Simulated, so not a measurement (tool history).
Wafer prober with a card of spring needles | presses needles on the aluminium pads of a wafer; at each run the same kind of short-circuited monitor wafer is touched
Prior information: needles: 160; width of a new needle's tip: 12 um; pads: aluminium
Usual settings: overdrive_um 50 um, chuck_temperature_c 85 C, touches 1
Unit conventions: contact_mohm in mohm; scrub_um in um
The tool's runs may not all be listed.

run	hour	overdrive_um	chuck_temperature_c	touches	contact_mohm	scrub_um
1	0.0	50	85	1	142	6.61
# hour 19.6: tips cleaned on abrasive film
2	34.7	61	85	1	209	8.05
# hour 39.1: tips cleaned on abrasive film
# hour 60.2: tips cleaned on abrasive film
# hour 80.5: tips cleaned on abrasive film
3	95.6	50	85	1	247	6.58
# hour 100.0: tips cleaned on abrasive film
# hour 120.0: tips cleaned on abrasive film
# hour 140.8: tips cleaned on abrasive film
# hour 161.8: tips cleaned on abrasive film
4	172.9	50	85	1	245	6.53
# hour 180.5: tips cleaned on abrasive film
# hour 200.7: tips cleaned on abrasive film
# hour 222.0: tips cleaned on abrasive film
5	223.5	50	41	1	153	6.52
# hour 240.1: tips cleaned on abrasive film
# hour 259.7: tips cleaned on abrasive film
6	259.7	50	41	1	124	6.49
# hour 280.8: tips cleaned on abrasive film
# hour 289.6: height of the first contact set anew
# hour 301.9: tips cleaned on abrasive film
# hour 323.3: tips cleaned on abrasive film
7	339.5	50	69	1	248	6.67
# hour 343.8: tips cleaned on abrasive film
# hour 364.6: tips cleaned on abrasive film
# hour 385.3: tips cleaned on abrasive film
# hour 406.2: tips cleaned on abrasive film
# hour 423.3: tips cleaned on abrasive film
8	424.4	33	85	1	194	4.36
# hour 441.5: tips cleaned on abrasive film
# hour 462.8: tips cleaned on abrasive film
# hour 482.5: tips cleaned on abrasive film
9	482.5	50	28	2	119	6.62
# hour 502.9: tips cleaned on abrasive film
# hour 520.0: tips cleaned on abrasive film
# hour 537.4: tips cleaned on abrasive film
10	537.4	49	83	2	130	6.45
# hour 558.4: tips cleaned on abrasive film
# hour 579.7: tips cleaned on abrasive film
# hour 600.7: tips cleaned on abrasive film
# hour 619.9: tips cleaned on abrasive film
11	619.9	67	98	1	128	8.80
# hour 640.6: tips cleaned on abrasive film
# hour 661.4: tips cleaned on abrasive film
# hour 682.6: tips cleaned on abrasive film
12	682.6	67	98	1	125	8.79
# hour 699.7: tips cleaned on abrasive film
# hour 718.5: tips cleaned on abrasive film
13	718.5	45	85	1	147	5.83

Run by run, hidden condition taken away, random variation retained:
What the log doesn't record here: debris on the tips, nm; way that the needles fall short of the set height, um; tips' diameter, um; drift of the gauge itself on contact_mohm, %; drift of the gauge itself on scrub_um, %.
run	contact_mohm	scrub_um
1	119	6.69
2	119	8.14
3	120	6.69
4	120	6.69
5	113	6.69
6	113	6.68
7	119	6.69
8	127	4.42
9	112	6.70
10	121	6.56
11	118	8.95
12	121	8.96
13	124	6.02
